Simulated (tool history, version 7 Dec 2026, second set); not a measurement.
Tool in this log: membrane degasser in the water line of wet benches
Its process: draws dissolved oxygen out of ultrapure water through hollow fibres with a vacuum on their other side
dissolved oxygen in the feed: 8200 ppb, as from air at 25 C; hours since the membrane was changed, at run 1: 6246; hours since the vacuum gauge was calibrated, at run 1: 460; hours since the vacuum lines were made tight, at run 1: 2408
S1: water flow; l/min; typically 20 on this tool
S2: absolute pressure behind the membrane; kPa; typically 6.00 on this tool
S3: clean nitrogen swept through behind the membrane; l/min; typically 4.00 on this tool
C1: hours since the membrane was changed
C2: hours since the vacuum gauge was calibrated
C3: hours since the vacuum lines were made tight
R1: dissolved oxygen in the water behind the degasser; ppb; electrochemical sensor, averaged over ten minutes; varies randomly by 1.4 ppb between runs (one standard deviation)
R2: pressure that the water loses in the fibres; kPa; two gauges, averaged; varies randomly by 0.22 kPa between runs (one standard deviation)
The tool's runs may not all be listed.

Run 1, hour 0.0: usual settings; C1 6246; C2 460; C3 2408. Result: R1 143.1 ppb, R2 56.72 kPa.
Run 2, hour 82.5: usual settings but S1 19 l/min; C1 6328; C2 543; C3 2490. Result: R1 127.9 ppb, R2 53.97 kPa.
Run 3, hour 207.6: usual settings but S1 19 l/min; C1 6454; C2 668; C3 2616. Result: R1 127.9 ppb, R2 53.80 kPa.
Run 4, hour 342.3: usual settings but S3 5.02 l/min; C1 6588; C2 802; C3 2750. Result: R1 141.4 ppb, R2 56.56 kPa.
Run 5, hour 450.8: usual settings but S3 5.02 l/min; C1 6697; C2 911; C3 2859. Result: R1 138.5 ppb, R2 56.74 kPa.
Run 6, hour 591.5: usual settings but S3 3.20 l/min; C1 6837; C2 1052; C3 2999. Result: R1 152.1 ppb, R2 57.21 kPa.
Run 7, hour 743.0: usual settings but S3 3.20 l/min; C1 6989; C2 1203; C3 3151. Result: R1 153.2 ppb, R2 57.01 kPa.
Run 8, hour 816.1: usual settings but S3 3.20 l/min; C1 7062; C2 1276; C3 3224. Result: R1 155.9 ppb, R2 56.77 kPa.
Run 9, hour 934.0: usual settings but S3 3.20 l/min; C1 7180; C2 1394; C3 3342. Result: R1 152.7 ppb, R2 56.66 kPa.
Run 10, hour 1028.2: usual settings but S3 3.20 l/min; C1 7274; C2 1488; C3 3436. Result: R1 154.2 ppb, R2 57.09 kPa.
Run 11, hour 1123.9: usual settings but S3 3.20 l/min; C1 7370; C2 1584; C3 3532. Result: R1 153.7 ppb, R2 56.59 kPa.
Run 12, hour 1230.1: usual settings but S3 3.20 l/min; C1 7476; C2 1690; C3 3638. Result: R1 153.9 ppb, R2 57.47 kPa.
Run 13, hour 1365.6: usual settings but S3 3.20 l/min; C1 7612; C2 1826; C3 3774. Result: R1 154.5 ppb, R2 56.98 kPa.
Run 14, hour 1510.1: usual settings but S3 3.20 l/min; C1 7756; C2 1970; C3 3918. Result: R1 156.0 ppb, R2 57.07 kPa.
Run 15, hour 1633.5: usual settings but S1 25 l/min, S2 11.58 kPa, S3 9.74 l/min; C1 7880; C2 2094; C3 4041. Result: R1 243.8 ppb, R2 71.56 kPa.
Run 16, hour 1741.0: usual settings but S3 1.89 l/min; C1 7987; C2 2201; C3 4149. Result: R1 182.8 ppb, R2 56.54 kPa.
Run 17, hour 1828.7: usual settings but S3 1.89 l/min; C1 8075; C2 2289; C3 4237. Result: R1 184.3 ppb, R2 57.30 kPa.
Run 18, hour 1972.6: usual settings but S1 14 l/min, S2 8.18 kPa, S3 8.15 l/min; C1 8219; C2 2433; C3 4381. Result: R1 65.3 ppb, R2 39.81 kPa.
Run 19, hour 2071.9: usual settings but S1 14 l/min, S2 8.47 kPa, S3 7.93 l/min; C1 8318; C2 2532; C3 4480. Result: R1 67.4 ppb, R2 40.28 kPa.
Run 20, hour 2188.0: usual settings but S1 14 l/min, S2 7.55 kPa, S3 5.58 l/min; C1 8434; C2 2648; C3 4596. Result: R1 71.6 ppb, R2 40.00 kPa.
Run 21, hour 2290.4: usual settings but S1 14 l/min, S2 7.55 kPa, S3 5.58 l/min; C1 8536; C2 2751; C3 4698. Result: R1 72.2 ppb, R2 39.78 kPa.
Run 22, hour 2409.0: usual settings but S1 23 l/min, S2 5.14 kPa, S3 2.22 l/min; C1 8655; C2 2869; C3 4817. Result: R1 206.4 ppb, R2 66.06 kPa.
Run 23, hour 2549.9: usual settings but S1 29 l/min, S2 6.18 kPa, S3 7.76 l/min; C1 8796; C2 3010; C3 4958. Result: R1 284.3 ppb, R2 82.78 kPa.
Run 24, hour 2683.3: usual settings but S1 29 l/min, S2 6.18 kPa, S3 7.76 l/min; C1 8929; C2 3143; C3 5091. Result: R1 285.8 ppb, R2 83.13 kPa.
Run 25, hour 2777.9: usual settings but S1 29 l/min, S2 6.18 kPa, S3 9.36 l/min; C1 9024; C2 3238; C3 5186. Result: R1 278.5 ppb, R2 83.76 kPa.
Run 26, hour 2844.9: usual settings but S1 29 l/min, S2 6.18 kPa, S3 9.36 l/min; C1 9091; C2 3305; C3 5253. Result: R1 276.2 ppb, R2 82.77 kPa.
Run 27, hour 2960.9: usual settings but S1 29 l/min, S2 6.18 kPa, S3 9.36 l/min; C1 9207; C2 3421; C3 5369. Result: R1 282.6 ppb, R2 83.00 kPa.
Run 28, hour 3027.6: usual settings but S1 29 l/min, S2 6.18 kPa, S3 9.36 l/min; C1 9274; C2 3488; C3 5436. Result: R1 277.0 ppb, R2 82.70 kPa.

Branching from run 28: 5 alternative next runs. What would each branch give?
Run A, hour 3175.2: usual settings but S1 16 l/min, S2 8.16 kPa, S3 9.36 l/min; C1 9421; C2 3635; C3 5583. Result: R1 ?, R2 ?.
Run B, hour 3175.2: usual settings but S3 2.31 l/min; C1 9421; C2 3635; C3 5583. Result: R1 ?, R2 ?.
Run C, hour 3175.2: usual settings but S1 14 l/min, S2 7.34 kPa, S3 11.12 l/min; C1 9421; C2 3635; C3 5583. Result: R1 ?, R2 ?.
Run D, hour 3175.2: usual settings but S1 16 l/min, S2 4.68 kPa, S3 10.23 l/min; C1 9421; C2 3635; C3 5583. Result: R1 ?, R2 ?.
Run E, hour 3175.2: usual settings but S2 6.45 kPa; C1 9421; C2 3635; C3 5583. Result: R1 ?, R2 ?.

run     R1     R2
  A   87.7  45.83
  B  175.8  56.53
  C   58.5  40.13
  D   71.3  45.98
  E  154.9  57.06
With no hidden state in the tool, these same runs would have given:
run     R1     R2
  A   77.2  44.31
  B  158.6  54.65
  C   50.9  38.81
  D   61.0  44.46
  E  138.4  55.17
